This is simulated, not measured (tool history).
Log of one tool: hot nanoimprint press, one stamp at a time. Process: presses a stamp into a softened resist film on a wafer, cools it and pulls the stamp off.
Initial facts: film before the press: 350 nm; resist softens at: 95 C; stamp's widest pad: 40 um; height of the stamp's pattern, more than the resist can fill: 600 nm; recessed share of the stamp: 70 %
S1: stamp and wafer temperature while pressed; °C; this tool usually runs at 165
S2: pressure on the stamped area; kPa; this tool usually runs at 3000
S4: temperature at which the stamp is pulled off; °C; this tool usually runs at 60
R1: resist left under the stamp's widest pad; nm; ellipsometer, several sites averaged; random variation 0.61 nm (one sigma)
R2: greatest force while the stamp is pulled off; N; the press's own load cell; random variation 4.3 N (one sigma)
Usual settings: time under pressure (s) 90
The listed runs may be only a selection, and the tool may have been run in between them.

run 1 hour=0 | S1=165 S2=3000 time_under_pressure_(s)=90 S4=60 | R1=175.1 R2=209
run 2 hour=8.6 | S1=153 S2=3000 time_under_pressure_(s)=90 S4=60 | R1=267.6 R2=199
run 3 hour=18.4 | S1=165 S2=1920 time_under_pressure_(s)=90 S4=60 | R1=212.4 R2=206
run 4 hour=26.2 | S1=165 S2=1920 time_under_pressure_(s)=90 S4=60 | R1=212.3 R2=212
run 5 hour=31.3 | S1=165 S2=1920 time_under_pressure_(s)=90 S4=60 | R1=213.3 R2=211
run 6 hour=40.9 | S1=165 S2=1920 time_under_pressure_(s)=90 S4=60 | R1=212.6 R2=213
run 7 hour=45.5 | S1=165 S2=3000 time_under_pressure_(s)=90 S4=65 | R1=173.3 R2=187
run 8 hour=55 | S1=165 S2=3000 time_under_pressure_(s)=90 S4=65 | R1=173.2 R2=182
run 9 hour=60 | S1=165 S2=3000 time_under_pressure_(s)=90 S4=60 | R1=172.3 R2=211
run 10 hour=64.8 | S1=165 S2=3000 time_under_pressure_(s)=90 S4=60 | R1=173.2 R2=198
run 11 hour=74.4 | S1=165 S2=3000 time_under_pressure_(s)=90 S4=67 | R1=172.8 R2=167
run 12 hour=79.5 | S1=165 S2=4650 time_under_pressure_(s)=54 S4=62 | R1=165 R2=202
run 13 hour=85.1 | S1=159 S2=1880 time_under_pressure_(s)=54 S4=62 | R1=282.7 R2=198
run 14 hour=91.2 | S1=159 S2=4050 time_under_pressure_(s)=68 S4=50 | R1=207.6 R2=267
run 15 hour=96 | S1=159 S2=4050 time_under_pressure_(s)=68 S4=50 | R1=206.7 R2=259
run 16 hour=103.5 | S1=161 S2=2770 time_under_pressure_(s)=90 S4=45 | R1=208.8 R2=308
run 17 hour=113.3 | S1=165 S2=2020 time_under_pressure_(s)=113 S4=67 | R1=191.7 R2=169
run 18 hour=120.8 | S1=165 S2=2020 time_under_pressure_(s)=113 S4=67 | R1=193.3 R2=173
run 19 hour=125.8 | S1=165 S2=3000 time_under_pressure_(s)=90 S4=46 | R1=171 R2=286
run 20 hour=133.3 | S1=175 S2=1960 time_under_pressure_(s)=90 S4=46 | R1=144.9 R2=296

The logged runs with the hidden state left out (each run's random variation unchanged):
Hidden state at play: true temperature over the reading, C; pressure that arrives at the usual setting, %; grip of the stamp's worn release coat, % over a new coat's; drift of the gauge itself on residual_nm, %; drift of the gauge itself on pull_off_n, %.
run=1 R1=175.3
run=2 R1=268.2
run=3 R1=213.2
run=4 R1=213.4
run=5 R1=214.5
run=6 R1=214.2
run=7 R1=174.7
run=8 R1=174.8
run=9 R1=174.1
run=10 R1=175.1
run=11 R1=175
run=12 R1=167.2
run=13 R1=286.7
run=14 R1=210.8
run=15 R1=210.1
run=16 R1=212.4
run=17 R1=195.3
run=18 R1=197.3
run=19 R1=174.6
run=20 R1=148.1
For R2, the value without the hidden state is never more than 1 N from the measured value.
